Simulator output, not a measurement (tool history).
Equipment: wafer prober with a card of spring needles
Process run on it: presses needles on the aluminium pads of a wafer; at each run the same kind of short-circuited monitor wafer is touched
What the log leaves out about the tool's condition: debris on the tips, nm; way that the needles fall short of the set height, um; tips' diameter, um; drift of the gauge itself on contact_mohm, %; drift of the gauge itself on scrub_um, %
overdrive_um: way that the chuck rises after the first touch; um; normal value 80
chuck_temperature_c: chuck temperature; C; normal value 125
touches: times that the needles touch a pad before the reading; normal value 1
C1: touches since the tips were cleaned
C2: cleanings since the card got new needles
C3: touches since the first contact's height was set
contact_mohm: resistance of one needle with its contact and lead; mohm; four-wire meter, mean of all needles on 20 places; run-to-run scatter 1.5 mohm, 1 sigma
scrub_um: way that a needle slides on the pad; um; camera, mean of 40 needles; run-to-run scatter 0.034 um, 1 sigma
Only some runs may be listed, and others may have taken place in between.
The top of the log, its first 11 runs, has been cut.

At hour 179.4: tips cleaned on abrasive film.
Run 12, hour 188: usual settings but touches 2; C1 3187; C2 108; C3 209531. Result: contact_mohm 213 mohm, scrub_um 11.52 um.
At hour 189.6: tips cleaned on abrasive film.
At hour 200.5: tips cleaned on abrasive film.
At hour 210.4: tips cleaned on abrasive film.
Run 13, hour 214.9: usual settings but touches 2; C1 1661; C2 111; C3 219381. Result: contact_mohm 180 mohm, scrub_um 11.47 um.
At hour 220.1: tips cleaned on abrasive film.
Run 14, hour 228.7: usual settings; C1 3211; C2 112; C3 224482. Result: contact_mohm 253 mohm, scrub_um 11.43 um.
At hour 231.2: tips cleaned on abrasive film.
At hour 242.8: tips cleaned on abrasive film.
Run 15, hour 246.1: usual settings; C1 1227; C2 114; C3 230848. Result: contact_mohm 207 mohm, scrub_um 11.44 um.
At hour 254.9: tips cleaned on abrasive film.
Run 16, hour 261.1: usual settings; C1 2303; C2 115; C3 236355. Result: contact_mohm 234 mohm, scrub_um 11.43 um.
At hour 266.6: tips cleaned on abrasive film.
At hour 276.5: tips cleaned on abrasive film.
At hour 280.6: height of the first contact set anew.
Run 17, hour 283: usual settings but overdrive_um 95 um, chuck_temperature_c 64 C, touches 2; C1 2315; C2 117; C3 911. Result: contact_mohm 176 mohm, scrub_um 14.11 um.
At hour 286.9: tips cleaned on abrasive film.
At hour 296.8: tips cleaned on abrasive film.
Run 18, hour 299.8: usual settings but chuck_temperature_c 30 C, touches 2; C1 1106; C2 119; C3 7044. Result: contact_mohm 168 mohm, scrub_um 11.83 um.
At hour 308.1: tips cleaned on abrasive film.
At hour 318.7: tips cleaned on abrasive film.
Run 19, hour 324.8: usual settings but chuck_temperature_c 33 C; C1 2273; C2 121; C3 16257. Result: contact_mohm 240 mohm, scrub_um 11.91 um.
At hour 328.7: tips cleaned on abrasive film.
At hour 340.3: tips cleaned on abrasive film.
At hour 350.1: tips cleaned on abrasive film.
Run 20, hour 350.1: usual settings but chuck_temperature_c 79 C; C1 0; C2 124; C3 25521. Result: contact_mohm 140 mohm, scrub_um 11.85 um.
At hour 360.2: tips cleaned on abrasive film.
At hour 370.8: tips cleaned on abrasive film.
Run 21, hour 373.1: usual settings but chuck_temperature_c 65 C; C1 853; C2 126; C3 33952. Result: contact_mohm 179 mohm, scrub_um 11.78 um.
At hour 381.6: tips cleaned on abrasive film.
At hour 392.6: tips cleaned on abrasive film.
Run 22, hour 392.8: usual settings but chuck_temperature_c 65 C; C1 77; C2 128; C3 41203. Result: contact_mohm 145 mohm, scrub_um 11.76 um.
At hour 403: tips cleaned on abrasive film.
Run 23, hour 409.4: usual settings; C1 2386; C2 129; C3 47318. Result: contact_mohm 238 mohm, scrub_um 11.81 um.
At hour 413.2: tips cleaned on abrasive film.
At hour 423.7: tips cleaned on abrasive film.
Run 24, hour 429.5: usual settings but overdrive_um 62 um, chuck_temperature_c 65 C; C1 2125; C2 131; C3 54658. Result: contact_mohm 278 mohm, scrub_um 9.09 um.
At hour 433.5: tips cleaned on abrasive film.
At hour 443.9: tips cleaned on abrasive film.
Run 25, hour 444.8: usual settings but overdrive_um 62 um, chuck_temperature_c 65 C; C1 324; C2 133; C3 60275. Result: contact_mohm 170 mohm, scrub_um 9.07 um.
At hour 455.1: tips cleaned on abrasive film.
Run 26, hour 459.3: usual settings but overdrive_um 62 um, chuck_temperature_c 65 C; C1 1565; C2 134; C3 65608. Result: contact_mohm 267 mohm, scrub_um 9.06 um.
At hour 465.8: tips cleaned on abrasive film.
At hour 476.6: tips cleaned on abrasive film.
Run 27, hour 483.2: usual settings but overdrive_um 78 um, chuck_temperature_c 37 C; C1 2437; C2 136; C3 74376. Result: contact_mohm 252 mohm, scrub_um 11.5 um.
At hour 487.4: tips cleaned on abrasive film.
At hour 498.2: tips cleaned on abrasive film.
At hour 509.1: tips cleaned on abrasive film.
Run 28, hour 512: usual settings but chuck_temperature_c 29 C, touches 3; C1 1057; C2 139; C3 84949. Result: contact_mohm 150 mohm, scrub_um 11.7 um.
At hour 518.9: tips cleaned on abrasive film.
Run 29, hour 528.2: usual settings but overdrive_um 95 um, chuck_temperature_c 83 C, touches 3; C1 3443; C2 140; C3 90927. Result: contact_mohm 167 mohm, scrub_um 13.99 um.
At hour 530.3: tips cleaned on abrasive film.
At hour 540.1: tips cleaned on abrasive film.
Run 30, hour 540.1: usual settings but overdrive_um 70 um, chuck_temperature_c 46 C; C1 0; C2 142; C3 95262. Result: contact_mohm 147 mohm, scrub_um 10.26 um.
At hour 550.5: tips cleaned on abrasive film.
Run 31, hour 553.8: usual settings but overdrive_um 70 um, chuck_temperature_c 46 C; C1 1246; C2 143; C3 100310. Result: contact_mohm 230 mohm, scrub_um 10.21 um.

Each row is a separate what-if for the run after 31, all from the same tool condition, not one after another. Results?
At hour 561.7: tips cleaned on abrasive film.
At hour 572.5: tips cleaned on abrasive film.
Run A, hour 574: usual settings but overdrive_um 78 um, chuck_temperature_c 46 C; C1 569; C2 145; C3 107713. Result: contact_mohm ?, scrub_um ?.
At hour 561.7: tips cleaned on abrasive film.
At hour 572.5: tips cleaned on abrasive film.
Run B, hour 574: usual settings but overdrive_um 81 um, chuck_temperature_c 46 C; C1 569; C2 145; C3 107713. Result: contact_mohm ?, scrub_um ?.
At hour 561.7: tips cleaned on abrasive film.
At hour 572.5: tips cleaned on abrasive film.
Run C, hour 574: usual settings but overdrive_um 70 um, chuck_temperature_c 46 C; C1 569; C2 145; C3 107713. Result: contact_mohm ?, scrub_um ?.

run  contact_mohm  scrub_um
  A           176     11.39
  B           174     11.83
  C           187     10.18
The same runs, with their run-to-run variation unchanged, on a tool lacking any hidden condition would have given:
run  contact_mohm  scrub_um
  A           125     11.62
  B           127     12.06
  C           126     10.41
